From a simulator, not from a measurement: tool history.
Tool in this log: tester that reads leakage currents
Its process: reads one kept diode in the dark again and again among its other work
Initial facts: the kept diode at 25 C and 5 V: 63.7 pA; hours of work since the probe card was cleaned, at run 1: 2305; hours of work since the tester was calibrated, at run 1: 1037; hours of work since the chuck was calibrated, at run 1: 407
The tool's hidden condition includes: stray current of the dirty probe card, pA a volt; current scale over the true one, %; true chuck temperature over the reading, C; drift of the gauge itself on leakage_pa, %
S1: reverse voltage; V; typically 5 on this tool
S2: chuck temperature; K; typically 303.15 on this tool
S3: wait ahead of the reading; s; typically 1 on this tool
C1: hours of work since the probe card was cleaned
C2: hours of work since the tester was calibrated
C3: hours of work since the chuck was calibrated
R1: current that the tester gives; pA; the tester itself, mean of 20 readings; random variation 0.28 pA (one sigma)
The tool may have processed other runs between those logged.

Run 1, day 0: usual settings; C1 2305; C2 1037; C3 407. Result: R1 94.61 pA.
Run 2, day 6.721: usual settings; C1 2382; C2 1114; C3 483. Result: R1 93.42 pA.
Run 3, day 9.562: usual settings; C1 2414; C2 1146; C3 516. Result: R1 93.62 pA.
Run 4, day 15.004: usual settings but S3 0.48 s; C1 2476; C2 1208; C3 578. Result: R1 93.31 pA.
Run 5, day 18.979: usual settings but S2 300.15 K, S3 0.48 s; C1 2521; C2 1253; C3 623. Result: R1 76.51 pA.
At day 19.558: chuck's temperature calibrated.
Run 6, day 24.304: usual settings but S2 300.15 K, S3 0.48 s; C1 2581; C2 1313; C3 54. Result: R1 71.57 pA.
Run 7, day 27.088: usual settings but S2 300.15 K, S3 0.48 s; C1 2612; C2 1344; C3 86. Result: R1 71.32 pA.
Run 8, day 33.325: usual settings but S1 16.7 V; C1 2683; C2 1415; C3 157. Result: R1 175.6 pA.
Run 9, day 37.4: usual settings but S1 16.7 V; C1 2730; C2 1461; C3 203. Result: R1 174.95 pA.
Run 10, day 40.625: usual settings but S1 16.7 V; C1 2766; C2 1498; C3 239. Result: R1 173.77 pA.
Run 11, day 44.008: usual settings; C1 2805; C2 1536; C3 278. Result: R1 83.62 pA.
At day 50.288: chuck's temperature calibrated, once more.
Run 12, day 50.742: usual settings but S1 11.04 V; C1 2880; C2 1612; C3 5. Result: R1 164.27 pA.
Run 13, day 54.221: usual settings but S1 11.04 V, S2 312.15 K; C1 2920; C2 1652; C3 45. Result: R1 289.01 pA.
Run 14, day 57.004: usual settings but S3 2.12 s; C1 2952; C2 1683; C3 76. Result: R1 103.12 pA.
Run 15, day 63.696: usual settings but S2 298.15 K, S3 2.12 s; C1 3028; C2 1759; C3 152. Result: R1 74.25 pA.
Run 16, day 68.071: usual settings but S2 298.15 K, S3 2.12 s; C1 3077; C2 1809; C3 202. Result: R1 74.23 pA.
Run 17, day 71.208: usual settings but S2 298.15 K, S3 2.12 s; C1 3113; C2 1845; C3 238. Result: R1 73.56 pA.
Run 18, day 75.058: usual settings but S2 298.15 K, S3 2.12 s; C1 3157; C2 1889; C3 282. Result: R1 73.53 pA.
Run 19, day 80.471: usual settings but S2 298.15 K, S3 2.12 s; C1 3218; C2 1950; C3 343. Result: R1 72.73 pA.
Run 20, day 85.758: usual settings but S2 314.15 K; C1 3278; C2 2010; C3 403. Result: R1 201.69 pA.
Run 21, day 89.862: usual settings but S2 314.15 K; C1 3325; C2 2057; C3 450. Result: R1 201.56 pA.
Run 22, day 94.933: usual settings but S2 314.15 K; C1 3383; C2 2114; C3 508. Result: R1 199.38 pA.
Run 23, day 98.654: usual settings but S2 314.15 K; C1 3425; C2 2157; C3 550. Result: R1 198.24 pA.
Run 24, day 103.458: usual settings but S2 314.15 K; C1 3480; C2 2211; C3 604. Result: R1 196.63 pA.
At day 105.542: chuck's temperature calibrated.
Run 25, day 110.108: usual settings but S2 314.15 K; C1 3554; C2 2286; C3 52. Result: R1 212.09 pA.
Run 26, day 114.633: usual settings but S2 314.15 K, S3 0.32 s; C1 3606; C2 2337; C3 103. Result: R1 212.49 pA.
Run 27, day 118.308: usual settings but S2 314.15 K, S3 0.32 s; C1 3647; C2 2379; C3 145. Result: R1 211 pA.
Run 28, day 122.417: usual settings but S1 1.23 V, S2 294.15 K, S3 7.9 s; C1 3694; C2 2426; C3 192. Result: R1 25.4 pA.
Run 29, day 128.796: usual settings but S1 1.28 V, S2 311.15 K, S3 1.32 s; C1 3767; C2 2498; C3 264. Result: R1 80.41 pA.
Run 30, day 132.488: usual settings but S1 1.28 V, S2 311.15 K, S3 1.32 s; C1 3809; C2 2540; C3 306. Result: R1 80.42 pA.
At day 135.654: probe card cleaned and baked.
Run 31, day 135.825: usual settings but S1 1.28 V, S2 311.15 K, S3 1.32 s; C1 2; C2 2577; C3 343. Result: R1 75.81 pA.
Run 32, day 139.242: usual settings but S1 1.28 V, S2 311.15 K, S3 1.32 s; C1 41; C2 2616; C3 382. Result: R1 75.45 pA.
Run 33, day 142.846: usual settings but S2 299.15 K, S3 4.32 s; C1 82; C2 2657; C3 423. Result: R1 64.11 pA.
Run 34, day 147.617: usual settings but S2 299.15 K, S3 4.32 s; C1 136; C2 2711; C3 477. Result: R1 63.81 pA.
Run 35, day 150.679: usual settings but S2 299.15 K, S3 4.32 s; C1 171; C2 2746; C3 512. Result: R1 63.95 pA.
Run 36, day 156.517: usual settings but S2 299.15 K, S3 4.32 s; C1 237; C2 2812; C3 578. Result: R1 63.21 pA.
Run 37, day 159.317: usual settings but S2 305.15 K, S3 4.32 s; C1 269; C2 2844; C3 610. Result: R1 97.71 pA.
At day 160.804: chuck's temperature calibrated.
Run 38, day 164.779: usual settings but S2 305.15 K, S3 0.47 s; C1 330; C2 2905; C3 45. Result: R1 109.18 pA.
Run 39, day 170.558: usual settings but S1 14.81 V, S3 0.97 s; C1 396; C2 2971; C3 111. Result: R1 167.75 pA.

Branching from run 39: 3 alternative next runs. What would each branch give?
Run A, day 174.396: usual settings but S1 14.81 V, S2 323.15 K, S3 0.91 s; C1 439; C2 3014; C3 154. Result: R1 ?.
Run B, day 174.396: usual settings but S1 1.62 V, S3 0.97 s; C1 439; C2 3014; C3 154. Result: R1 ?.
Run C, day 174.396: usual settings but S1 1.29 V, S2 294.15 K, S3 0.97 s; C1 439; C2 3014; C3 154. Result: R1 ?.

run      R1
  A  634.78
  B   51.27
  C   23.46
The same runs, with their run-to-run variation unchanged, on a tool lacking any hidden condition would have given:
run      R1
  A  635.46
  B   51.31
  C   23.32
